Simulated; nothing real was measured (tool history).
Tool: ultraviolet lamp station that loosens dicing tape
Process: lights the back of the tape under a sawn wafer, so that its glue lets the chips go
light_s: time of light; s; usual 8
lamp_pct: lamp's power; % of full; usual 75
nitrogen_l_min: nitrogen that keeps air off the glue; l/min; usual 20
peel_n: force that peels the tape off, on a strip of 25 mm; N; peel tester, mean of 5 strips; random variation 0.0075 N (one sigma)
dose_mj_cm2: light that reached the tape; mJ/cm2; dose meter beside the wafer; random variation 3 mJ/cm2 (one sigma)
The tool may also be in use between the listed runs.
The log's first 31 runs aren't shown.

| run | day | light_s | lamp_pct | nitrogen_l_min | peel_n | dose_mj_cm2 |
|---|---|---|---|---|---|---|
| 32 | 9.912 | 10 | 66 | 19 | 0.332 | 396 |
| 33 | 10.212 | 12 | 66 | 19 | 0.268 | 474 |
| 34 | 10.617 | 12 | 69 | 36 | 0.227 | 495 |
| 35 | 11.042 | 12 | 82 | 19 | 0.225 | 588 |
| 36 | 11.333 | 13 | 80 | 14 | 0.237 | 613 |
| 37 | 11.558 | 11 | 75 | 18 | 0.275 | 489 |
|  | 11.6 | window cleaned of glue's vapour, once more |
| 38 | 11.858 | 13 | 75 | 20 | 0.222 | 652 |
| 39 | 12.088 | 13 | 74 | 23 | 0.229 | 644 |
| 40 | 12.504 | 10 | 65 | 20 | 0.29 | 429 |
| 41 | 12.888 | 8 | 89 | 40 | 0.235 | 465 |
| 42 | 13.317 | 8 | 89 | 40 | 0.237 | 474 |
| 43 | 13.65 | 16 | 62 | 26 | 0.216 | 647 |

3 ways to go on from here, each from the tool as it stands after run 43. What would each give?
| A | 13.85 | 13 | 64 | 26 | ? | ? |
| B | 13.85 | 9 | 63 | 17 | ? | ? |
| C | 13.85 | 8 | 75 | 16 | ? | ? |

| run | peel_n | dose_mj_cm2 |
|---|---|---|
| A | 0.225 | 542 |
| B | 0.409 | 371 |
| C | 0.388 | 390 |
Without the tool's hidden state the same runs would have given:
| run | peel_n | dose_mj_cm2 |
|---|---|---|
| A | 0.213 | 635 |
| B | 0.325 | 435 |
| C | 0.311 | 458 |
